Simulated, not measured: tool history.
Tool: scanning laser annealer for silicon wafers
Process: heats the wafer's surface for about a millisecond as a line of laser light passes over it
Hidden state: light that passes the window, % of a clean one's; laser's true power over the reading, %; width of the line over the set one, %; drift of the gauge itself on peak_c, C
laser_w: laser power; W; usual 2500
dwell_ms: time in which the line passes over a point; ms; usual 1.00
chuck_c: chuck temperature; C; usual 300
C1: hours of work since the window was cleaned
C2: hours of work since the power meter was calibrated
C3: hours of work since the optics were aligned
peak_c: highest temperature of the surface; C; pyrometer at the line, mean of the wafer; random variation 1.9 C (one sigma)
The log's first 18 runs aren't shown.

{"run": 19, "hour": 1041.1, "laser_w": 2500, "dwell_ms": 1.0, "chuck_c": 300, "C1": 78, "C2": 1856, "C3": 525, "peak_c": 1129}
{"run": 20, "hour": 1112.1, "laser_w": 2500, "dwell_ms": 1.0, "chuck_c": 300, "C1": 111, "C2": 1890, "C3": 559, "peak_c": 1128}
{"run": 21, "hour": 1157.4, "laser_w": 2533, "dwell_ms": 1.0, "chuck_c": 298, "C1": 133, "C2": 1912, "C3": 580, "peak_c": 1137}
{"run": 22, "hour": 1221.4, "laser_w": 2295, "dwell_ms": 0.96, "chuck_c": 311, "C1": 163, "C2": 1942, "C3": 611, "peak_c": 1046}
{"run": 23, "hour": 1268.4, "laser_w": 2677, "dwell_ms": 1.0, "chuck_c": 293, "C1": 185, "C2": 1964, "C3": 633, "peak_c": 1181}
{"run": 24, "hour": 1310.2, "laser_w": 2677, "dwell_ms": 1.0, "chuck_c": 293, "C1": 205, "C2": 1984, "C3": 653, "peak_c": 1186}
{"run": 25, "hour": 1347.0, "laser_w": 2677, "dwell_ms": 1.0, "chuck_c": 293, "C1": 222, "C2": 2001, "C3": 670, "peak_c": 1178}
{"run": 26, "hour": 1414.0, "laser_w": 2677, "dwell_ms": 0.94, "chuck_c": 289, "C1": 254, "C2": 2033, "C3": 702, "peak_c": 1149}
{"hour": 1452.7, "done": "optics aligned, line set to its width"}
{"run": 27, "hour": 1491.1, "laser_w": 2677, "dwell_ms": 1.11, "chuck_c": 289, "C1": 288, "C2": 2067, "C3": 18, "peak_c": 1237}
{"run": 28, "hour": 1538.7, "laser_w": 2677, "dwell_ms": 1.11, "chuck_c": 289, "C1": 311, "C2": 2090, "C3": 41, "peak_c": 1237}
{"run": 29, "hour": 1577.4, "laser_w": 2184, "dwell_ms": 1.13, "chuck_c": 298, "C1": 329, "C2": 2108, "C3": 59, "peak_c": 1063}
{"run": 30, "hour": 1644.8, "laser_w": 2670, "dwell_ms": 1.13, "chuck_c": 298, "C1": 361, "C2": 2140, "C3": 91, "peak_c": 1246}
{"run": 31, "hour": 1679.1, "laser_w": 2306, "dwell_ms": 1.01, "chuck_c": 282, "C1": 377, "C2": 2156, "C3": 107, "peak_c": 1052}
{"run": 32, "hour": 1752.9, "laser_w": 2306, "dwell_ms": 1.01, "chuck_c": 282, "C1": 412, "C2": 2191, "C3": 142, "peak_c": 1049}
{"run": 33, "hour": 1825.7, "laser_w": 2306, "dwell_ms": 1.01, "chuck_c": 282, "C1": 446, "C2": 2225, "C3": 176, "peak_c": 1045}
{"run": 34, "hour": 1880.4, "laser_w": 2306, "dwell_ms": 1.01, "chuck_c": 282, "C1": 472, "C2": 2251, "C3": 202, "peak_c": 1046}
{"run": 35, "hour": 1952.3, "laser_w": 2328, "dwell_ms": 1.15, "chuck_c": 284, "C1": 506, "C2": 2285, "C3": 236, "peak_c": 1098}
{"run": 36, "hour": 2023.9, "laser_w": 2328, "dwell_ms": 1.15, "chuck_c": 262, "C1": 540, "C2": 2319, "C3": 270, "peak_c": 1079}
{"run": 37, "hour": 2056.6, "laser_w": 2500, "dwell_ms": 0.71, "chuck_c": 305, "C1": 556, "C2": 2334, "C3": 286, "peak_c": 1016}
{"run": 38, "hour": 2119.5, "laser_w": 2651, "dwell_ms": 0.71, "chuck_c": 305, "C1": 585, "C2": 2364, "C3": 315, "peak_c": 1064}
{"run": 39, "hour": 2188.1, "laser_w": 2595, "dwell_ms": 1.0, "chuck_c": 268, "C1": 618, "C2": 2397, "C3": 348, "peak_c": 1126}
{"run": 40, "hour": 2248.4, "laser_w": 2595, "dwell_ms": 1.0, "chuck_c": 268, "C1": 646, "C2": 2425, "C3": 376, "peak_c": 1127}

5 ways to go on from here, each from the tool as it stands after run 40. What would each give?
{"run": "A", "hour": 2308.9, "laser_w": 2386, "dwell_ms": 1.12, "chuck_c": 300, "C1": 675, "C2": 2454, "C3": 405, "peak_c": "?"}
{"run": "B", "hour": 2308.9, "laser_w": 2362, "dwell_ms": 0.73, "chuck_c": 301, "C1": 675, "C2": 2454, "C3": 405, "peak_c": "?"}
{"run": "C", "hour": 2308.9, "laser_w": 2500, "dwell_ms": 0.98, "chuck_c": 334, "C1": 675, "C2": 2454, "C3": 405, "peak_c": "?"}
{"run": "D", "hour": 2308.9, "laser_w": 2199, "dwell_ms": 0.75, "chuck_c": 337, "C1": 675, "C2": 2454, "C3": 405, "peak_c": "?"}
{"run": "E", "hour": 2308.9, "laser_w": 2595, "dwell_ms": 1.24, "chuck_c": 324, "C1": 675, "C2": 2454, "C3": 405, "peak_c": "?"}

run=A peak_c=1118
run=B peak_c=977
run=C peak_c=1148
run=D peak_c=966
run=E peak_c=1260
Without the tool's hidden state the same runs would have given:
run=A peak_c=1136
run=B peak_c=992
run=C peak_c=1166
run=D peak_c=980
run=E peak_c=1281
